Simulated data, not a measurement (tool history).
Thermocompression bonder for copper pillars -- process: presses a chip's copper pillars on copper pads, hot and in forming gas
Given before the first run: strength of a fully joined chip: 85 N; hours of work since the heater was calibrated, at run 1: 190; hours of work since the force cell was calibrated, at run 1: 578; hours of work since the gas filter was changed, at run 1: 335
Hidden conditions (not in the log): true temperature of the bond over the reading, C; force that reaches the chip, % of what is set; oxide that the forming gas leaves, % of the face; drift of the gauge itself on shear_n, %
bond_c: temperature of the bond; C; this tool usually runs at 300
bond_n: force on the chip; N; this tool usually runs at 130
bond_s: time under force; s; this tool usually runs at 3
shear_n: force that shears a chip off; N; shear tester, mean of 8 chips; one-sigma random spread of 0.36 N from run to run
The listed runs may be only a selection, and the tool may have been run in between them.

run,day,bond_c,bond_n,bond_s,hours of work since the heater was calibrated,hours of work since the force cell was calibrated,hours of work since the gas filter was changed,shear_n
1,0.000,300,130,3,190,578,335,48.4
# day 0.875: forming gas filter changed
2,2.258,300,130,3,224,612,21,49.6
3,4.588,300,130,3,260,648,57,50.0
4,6.788,300,130,3,294,681,90,49.7
# day 7.058: force cell calibrated
5,8.179,300,130,3,314,17,111,50.6
6,10.304,300,130,3,346,50,143,50.7
7,11.496,300,130,3,365,68,162,50.5
8,13.367,300,130,3,393,97,190,50.2
9,14.954,300,148,3,418,121,215,56.3
10,16.400,300,104,3,440,143,237,41.7
# day 18.633: force cell calibrated, once more
11,18.762,329,130,3,475,2,272,59.2
12,20.608,300,112,3,503,30,300,40.9
13,21.871,300,112,3,523,50,319,41.0
14,22.850,300,172,3,538,65,334,59.1
# day 23.654: forming gas filter changed
15,24.062,285,81,3,556,83,6,24.9

Here are 3 independent what-if runs from the current tool condition. What would each one return?
A,25.404,311,119,4,576,103,27,?
B,25.404,314,107,2,576,103,27,?
C,25.404,307,84,8,576,103,27,?

run,shear_n
A,54.8
B,40.7
C,48.4
With the hidden condition removed and each run's random variation left untouched, the same runs would have given:
run,shear_n
A,53.0
B,39.0
C,46.6
